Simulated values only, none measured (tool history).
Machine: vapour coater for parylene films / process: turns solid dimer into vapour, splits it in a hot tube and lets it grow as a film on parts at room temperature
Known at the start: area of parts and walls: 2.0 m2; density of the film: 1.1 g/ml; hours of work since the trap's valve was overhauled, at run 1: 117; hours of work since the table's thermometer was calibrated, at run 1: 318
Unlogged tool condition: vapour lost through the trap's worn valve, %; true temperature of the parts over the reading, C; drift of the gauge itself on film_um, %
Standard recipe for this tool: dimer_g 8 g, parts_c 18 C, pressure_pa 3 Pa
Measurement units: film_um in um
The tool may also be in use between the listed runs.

run   hour  dimer_g  parts_c  pressure_pa  hours of work since the trap's valve was overhauled  hours of work since the table's thermometer was calibrated  film_um
  1      0        8       18            3                                                  117                                                         318    2.508
  2     31        8       18            3                                                  130                                                         330    2.503
  3   48.8       12       18            3                                                  137                                                         338    3.774
  4   78.8       12       18            3                                                  149                                                         350    3.742
  5    100        8       18            3                                                  158                                                         359    2.482
  6  124.5        8       25            3                                                  168                                                         369    1.829
  7  140.2        8       25            3                                                  174                                                         375    1.829
  8  166.4        8       18            3                                                  185                                                         386    2.465
  9  194.8        8       18            3                                                  197                                                         398    2.467
 10  219.8        8       18            3                                                  207                                                         408    2.461
     239.4  -- trap's valve overhauled
 11  255.8        8       18            3                                                    7                                                         421    2.606
 12  269.2        8       18            3                                                   12                                                         426    2.616
 13  294.3        8       18            3                                                   23                                                         437    2.609
 14  309.2        8       17            3                                                   29                                                         443    2.703
 15  330.2       14       18            3                                                   37                                                         451    4.554
 16  345.4       14       18            3                                                   43                                                         458    4.527
 17  359.8       14       18            3                                                   49                                                         464    4.517
 18  375.7       14       18            3                                                   56                                                         470    4.516
     379.8  -- table's thermometer calibrated
 19  407.4        4       23            3                                                   68                                                          11     1.03
 20  433.3        4       23         4.02                                                   79                                                          22    0.995
 21  450.1        4       28        10.77                                                   86                                                          29    0.732
     474.5  -- table's thermometer calibrated, once more
 22  475.9       10       18         2.49                                                   96                                                           1    3.279
 23  494.6       10       18         2.49                                                  104                                                           8    3.266
 24  521.5        3       26            3                                                  115                                                          19    0.683
 25  549.3        8       26         3.49                                                  126                                                          31    1.773
 26  582.4        8       26         3.49                                                  140                                                          44    1.761
 27  599.1        8       21         9.98                                                  147                                                          51    1.989
 28  621.7        8       21         9.98                                                  156                                                          60    1.987
 29    638        8       26            3                                                  162                                                          67    1.768

Here are 4 independent what-if runs from the current tool condition. What would each one return?
  A  661.6        9       16          2.3                                                  172                                                          77        ?
  B  661.6        6       26          3.1                                                  172                                                          77        ?
  C  661.6        8       26         2.26                                                  172                                                          77        ?
  D  661.6        5       26          3.9                                                  172                                                          77        ?

run  film_um
  A    3.158
  B    1.336
  C    1.832
  D    1.085
The same runs, with their run-to-run variation unchanged, on a tool lacking any hidden condition would have given:
run  film_um
  A    3.301
  B    1.396
  C    1.915
  D    1.134
